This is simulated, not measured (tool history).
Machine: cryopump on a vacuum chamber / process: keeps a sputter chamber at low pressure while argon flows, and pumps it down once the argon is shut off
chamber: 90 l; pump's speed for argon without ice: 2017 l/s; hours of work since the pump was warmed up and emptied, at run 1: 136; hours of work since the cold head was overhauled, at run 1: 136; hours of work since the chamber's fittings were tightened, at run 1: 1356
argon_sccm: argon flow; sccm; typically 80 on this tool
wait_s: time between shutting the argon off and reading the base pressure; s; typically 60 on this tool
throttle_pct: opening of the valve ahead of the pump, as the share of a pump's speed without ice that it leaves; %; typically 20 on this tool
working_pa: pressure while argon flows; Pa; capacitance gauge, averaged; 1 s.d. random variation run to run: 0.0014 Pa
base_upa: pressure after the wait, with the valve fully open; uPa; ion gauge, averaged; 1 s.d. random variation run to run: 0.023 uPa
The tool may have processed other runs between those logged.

| run | day | argon_sccm | wait_s | throttle_pct | hours of work since the pump was warmed up and emptied | hours of work since the cold head was overhauled | hours of work since the chamber's fittings were tightened | working_pa | base_upa |
|---|---|---|---|---|---|---|---|---|---|
| 1 | 0.000 | 80 | 60 | 20 | 136 | 136 | 1356 | 0.3366 | 0.93 |
| 2 | 0.375 | 52 | 60 | 20 | 142 | 142 | 1362 | 0.2188 | 0.94 |
| 3 | 1.071 | 52 | 60 | 20 | 154 | 154 | 1374 | 0.2175 | 0.88 |
| 4 | 1.596 | 80 | 63 | 20 | 163 | 163 | 1384 | 0.3391 | 0.88 |
| 5 | 2.179 | 80 | 63 | 20 | 173 | 173 | 1394 | 0.3353 | 0.90 |
| 6 | 2.575 | 80 | 63 | 20 | 180 | 180 | 1400 | 0.3381 | 0.89 |
| 7 | 3.167 | 45 | 60 | 20 | 191 | 191 | 1411 | 0.1887 | 0.88 |
| 8 | 3.571 | 80 | 60 | 20 | 197 | 197 | 1418 | 0.3376 | 0.92 |
| 9 | 4.275 | 80 | 60 | 59 | 210 | 210 | 1430 | 0.1166 | 0.90 |
| 10 | 4.621 | 80 | 60 | 59 | 216 | 216 | 1436 | 0.1165 | 0.92 |
| 11 | 5.058 | 80 | 60 | 52 | 223 | 223 | 1443 | 0.1324 | 0.93 |
| 12 | 5.504 | 80 | 21 | 20 | 231 | 231 | 1451 | 0.3382 | 2.13 |
| 13 | 5.817 | 80 | 60 | 28 | 236 | 236 | 1456 | 0.2407 | 0.95 |
| 14 | 6.138 | 80 | 60 | 28 | 242 | 242 | 1462 | 0.2426 | 0.94 |
| 15 | 6.800 | 80 | 60 | 20 | 253 | 253 | 1473 | 0.3384 | 0.93 |
| 16 | 7.179 | 66 | 60 | 42 | 260 | 260 | 1480 | 0.1346 | 0.92 |
| 17 | 7.625 | 66 | 172 | 33 | 268 | 268 | 1488 | 0.1694 | 0.51 |

What does the tool deliver on the next run?
| 18 | 8.108 | 134 | 29 | 20 | 276 | 276 | 1496 | ? | ? |

Run 18 yielded working_pa 0.5655 Pa, base_upa 1.60 uPa.
Were there no unlogged condition in the tool, this run, its random variation unchanged, would have produced working_pa 0.5592 Pa, base_upa 1.45 uPa.
